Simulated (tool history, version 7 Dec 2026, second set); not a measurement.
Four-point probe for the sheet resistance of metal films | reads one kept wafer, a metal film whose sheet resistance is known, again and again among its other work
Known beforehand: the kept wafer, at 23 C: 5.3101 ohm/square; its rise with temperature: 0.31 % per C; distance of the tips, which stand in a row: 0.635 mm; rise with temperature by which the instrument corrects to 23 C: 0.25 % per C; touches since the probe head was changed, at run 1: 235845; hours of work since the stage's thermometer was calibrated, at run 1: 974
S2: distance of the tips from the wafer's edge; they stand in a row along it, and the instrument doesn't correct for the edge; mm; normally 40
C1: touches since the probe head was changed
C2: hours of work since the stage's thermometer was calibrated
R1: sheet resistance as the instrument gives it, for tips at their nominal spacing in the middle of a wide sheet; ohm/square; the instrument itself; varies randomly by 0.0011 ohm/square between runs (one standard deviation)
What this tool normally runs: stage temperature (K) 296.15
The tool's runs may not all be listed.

Run 1, hour 0.0: usual settings; C1 235845; C2 974. Result: R1 5.312622 ohm/square.
At hour 30.8: new probe head fitted.
Run 2, hour 43.7: usual settings; C1 767; C2 1004. Result: R1 5.312126 ohm/square.
Run 3, hour 101.3: usual settings; C1 4177; C2 1043. Result: R1 5.311838 ohm/square.
Run 4, hour 143.8: usual settings; C1 6690; C2 1073. Result: R1 5.309557 ohm/square.
Run 5, hour 209.7: usual settings but S2 13 mm; C1 10589; C2 1118. Result: R1 5.318280 ohm/square.
Run 6, hour 290.4: usual settings but S2 13 mm; C1 15368; C2 1174. Result: R1 5.317254 ohm/square.
Run 7, hour 359.0: usual settings but stage temperature (K) 300.15; C1 19427; C2 1221. Result: R1 5.322354 ohm/square.
Run 8, hour 442.5: usual settings but stage temperature (K) 300.15, S2 47 mm; C1 24368; C2 1279. Result: R1 5.323985 ohm/square.
Run 9, hour 501.9: usual settings but stage temperature (K) 300.15, S2 47 mm; C1 27887; C2 1320. Result: R1 5.321766 ohm/square.
Run 10, hour 596.4: usual settings but stage temperature (K) 300.15, S2 47 mm; C1 33477; C2 1385. Result: R1 5.324612 ohm/square.
Run 11, hour 681.2: usual settings but stage temperature (K) 297.15, S2 47 mm; C1 38496; C2 1443. Result: R1 5.312755 ohm/square.
Run 12, hour 723.9: usual settings but S2 12 mm; C1 41029; C2 1473. Result: R1 5.318039 ohm/square.
At hour 738.4: stage's thermometer calibrated.
Run 13, hour 791.8: usual settings but S2 12 mm; C1 45017; C2 37. Result: R1 5.318186 ohm/square.
Run 14, hour 890.6: usual settings but S2 12 mm; C1 50865; C2 105. Result: R1 5.316888 ohm/square.
Run 15, hour 934.7: usual settings but S2 12 mm; C1 53471; C2 135. Result: R1 5.317800 ohm/square.
Run 16, hour 995.2: usual settings but S2 12 mm; C1 57054; C2 177. Result: R1 5.316008 ohm/square.
Run 17, hour 1061.1: usual settings but S2 12 mm; C1 60953; C2 223. Result: R1 5.318278 ohm/square.
Run 18, hour 1117.7: usual settings but S2 12 mm; C1 64306; C2 262. Result: R1 5.318156 ohm/square.
Run 19, hour 1181.1: usual settings; C1 68058; C2 305. Result: R1 5.310972 ohm/square.
Run 20, hour 1249.3: usual settings; C1 72095; C2 352. Result: R1 5.312913 ohm/square.
Run 21, hour 1324.8: usual settings; C1 76563; C2 405. Result: R1 5.312039 ohm/square.
Run 22, hour 1389.9: usual settings; C1 80416; C2 449. Result: R1 5.312009 ohm/square.
Run 23, hour 1490.2: usual settings but stage temperature (K) 299.15, S2 44 mm; C1 86354; C2 519. Result: R1 5.319600 ohm/square.
Run 24, hour 1568.1: usual settings but stage temperature (K) 299.15; C1 90963; C2 572. Result: R1 5.319689 ohm/square.
Run 25, hour 1640.3: usual settings but stage temperature (K) 295.15, S2 65 mm; C1 95240; C2 622. Result: R1 5.306331 ohm/square.
Run 26, hour 1734.5: usual settings but stage temperature (K) 295.15, S2 65 mm; C1 100811; C2 687. Result: R1 5.306690 ohm/square.

Run 27 has not been measured yet. What should we expect?
Run 27, hour 1839.5: usual settings but stage temperature (K) 294.15, S2 47 mm; C1 107027; C2 760. Result: R1 ?.

For run 27 the tool returned R1 5.303934 ohm/square.
Without the tool's hidden state the same run would have given R1 5.304019 ohm/square.
